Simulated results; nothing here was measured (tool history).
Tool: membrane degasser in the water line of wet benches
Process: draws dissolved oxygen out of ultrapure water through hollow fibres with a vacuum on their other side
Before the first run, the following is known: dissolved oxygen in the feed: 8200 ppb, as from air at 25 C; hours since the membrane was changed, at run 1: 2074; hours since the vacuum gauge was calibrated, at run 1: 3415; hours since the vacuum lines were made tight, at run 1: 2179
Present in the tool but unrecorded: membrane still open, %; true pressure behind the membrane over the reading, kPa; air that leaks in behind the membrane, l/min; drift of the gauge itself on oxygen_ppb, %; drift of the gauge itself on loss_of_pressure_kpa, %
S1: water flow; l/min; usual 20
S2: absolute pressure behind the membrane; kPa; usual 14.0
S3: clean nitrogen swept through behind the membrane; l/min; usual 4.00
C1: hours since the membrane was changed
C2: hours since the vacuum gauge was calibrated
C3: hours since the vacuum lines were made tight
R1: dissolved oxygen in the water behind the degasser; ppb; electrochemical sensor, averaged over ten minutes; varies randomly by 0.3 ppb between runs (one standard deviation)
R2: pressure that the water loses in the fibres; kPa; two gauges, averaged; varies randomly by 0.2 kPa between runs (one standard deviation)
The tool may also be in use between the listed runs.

| run | hour | S1 | S2 | S3 | C1 | C2 | C3 | R1 | R2 |
|---|---|---|---|---|---|---|---|---|---|
| 1 | 0.0 | 20 | 14.0 | 4.00 | 2074 | 3415 | 2179 | 132.2 | 45.54 |
| 2 | 57.3 | 20 | 14.0 | 4.00 | 2131 | 3472 | 2236 | 132.6 | 45.71 |
| 3 | 118.5 | 20 | 14.0 | 4.00 | 2192 | 3533 | 2298 | 132.9 | 45.33 |
| 4 | 158.3 | 22 | 14.0 | 4.00 | 2232 | 3573 | 2337 | 145.9 | 50.22 |
| 5 | 200.5 | 22 | 14.0 | 4.00 | 2274 | 3615 | 2380 | 145.9 | 50.50 |
| 6 | 246.6 | 20 | 14.0 | 4.00 | 2320 | 3661 | 2426 | 132.9 | 45.87 |
| 7 | 302.7 | 20 | 14.0 | 4.00 | 2376 | 3717 | 2482 | 133.0 | 46.04 |
| 8 | 332.2 | 20 | 14.0 | 10.48 | 2406 | 3747 | 2511 | 53.7 | 45.49 |
| 9 | 364.9 | 20 | 14.0 | 4.00 | 2439 | 3779 | 2544 | 134.1 | 45.56 |
| 10 | 436.4 | 20 | 14.0 | 5.45 | 2510 | 3851 | 2616 | 99.9 | 45.75 |
| 11 | 485.1 | 20 | 14.0 | 5.45 | 2559 | 3900 | 2664 | 99.9 | 45.86 |
| 12 | 515.4 | 20 | 14.0 | 5.45 | 2589 | 3930 | 2695 | 100.0 | 45.99 |
| 13 | 584.1 | 20 | 14.0 | 5.45 | 2658 | 3999 | 2763 | 100.2 | 45.70 |
| 14 | 638.7 | 20 | 14.0 | 4.14 | 2712 | 4053 | 2818 | 129.6 | 45.55 |
| 15 | 668.8 | 20 | 28.8 | 4.14 | 2743 | 4083 | 2848 | 298.8 | 45.79 |
| 16 | 712.2 | 20 | 28.8 | 4.14 | 2786 | 4127 | 2891 | 297.2 | 46.13 |
| 17 | 757.7 | 19 | 14.0 | 4.00 | 2832 | 4172 | 2937 | 127.3 | 43.53 |
| 18 | 811.6 | 19 | 14.0 | 4.00 | 2885 | 4226 | 2991 | 128.0 | 43.81 |
| 19 | 862.6 | 20 | 27.0 | 4.00 | 2936 | 4277 | 3042 | 288.4 | 46.17 |
| 20 | 924.2 | 20 | 27.0 | 4.00 | 2998 | 4339 | 3103 | 286.5 | 46.00 |

For run 21, what comes out?
| 21 | 986.0 | 20 | 27.0 | 4.00 | 3060 | 4401 | 3165 | ? | ? |

{"run 21": {"R1": 287.9, "R2": 45.84}}
Were there no unlogged condition in the tool, this run, its random variation unchanged, would have produced R1 282.7 ppb, R2 45.83 kPa.
